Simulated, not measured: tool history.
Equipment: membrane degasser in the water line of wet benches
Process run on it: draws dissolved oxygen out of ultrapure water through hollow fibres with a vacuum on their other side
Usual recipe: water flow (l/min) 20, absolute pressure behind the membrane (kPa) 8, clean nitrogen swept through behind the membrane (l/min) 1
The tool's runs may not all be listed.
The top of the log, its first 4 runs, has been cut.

run	hour	water flow (l/min)	absolute pressure behind the membrane (kPa)	clean nitrogen swept through behind the membrane (l/min)	hours since the membrane was changed	hours since the vacuum gauge was calibrated	hours since the vacuum lines were made tight	dissolved oxygen in the water behind the degasser (ppb)	pressure that the water loses in the fibres (kPa)
5	315.9	20	8	1	2788	1141	880	301.4	54.97
6	389.4	20	11.46	1	2862	1214	953	446.3	54.66
7	476.9	20	11.46	1	2949	1302	1041	445.2	55.1
8	538.3	20	8	1	3010	1363	1102	301.7	55.02
9	623.2	20	8	1	3095	1448	1187	306.3	55.12
10	672.1	20	8	1	3144	1497	1236	308.5	54.81
11	728	20	8	1	3200	1553	1292	306.9	55.12
12	814.1	20	10.16	1	3286	1639	1378	398.9	54.97
13	875.4	20	10.16	1	3348	1700	1439	391.2	54.81
14	949.4	20	10.16	1	3422	1774	1513	392.4	54.98
15	1019.9	20	10.16	1	3492	1844	1583	395.8	55.11
16	1111.9	20	8.89	1	3584	1937	1676	347.3	55.07
17	1161.2	20	8	0.41	3633	1986	1725	526.7	55.13
18	1214.3	20	8	0.41	3686	2039	1778	528.6	55.17
19	1297.2	14	17.16	0.88	3769	2122	1861	534.6	38.55

Run 20 is up next; what results do you expect?
20	1360.1	18	8	1	3832	2185	1924	?	?

{"run 20": {"dissolved oxygen in the water behind the degasser (ppb)": 274.9, "pressure that the water loses in the fibres (kPa)": 49.41}}
Had the tool carried no hidden state, the very same run would have given dissolved oxygen in the water behind the degasser (ppb) 263.2, pressure that the water loses in the fibres (kPa) 48.32.

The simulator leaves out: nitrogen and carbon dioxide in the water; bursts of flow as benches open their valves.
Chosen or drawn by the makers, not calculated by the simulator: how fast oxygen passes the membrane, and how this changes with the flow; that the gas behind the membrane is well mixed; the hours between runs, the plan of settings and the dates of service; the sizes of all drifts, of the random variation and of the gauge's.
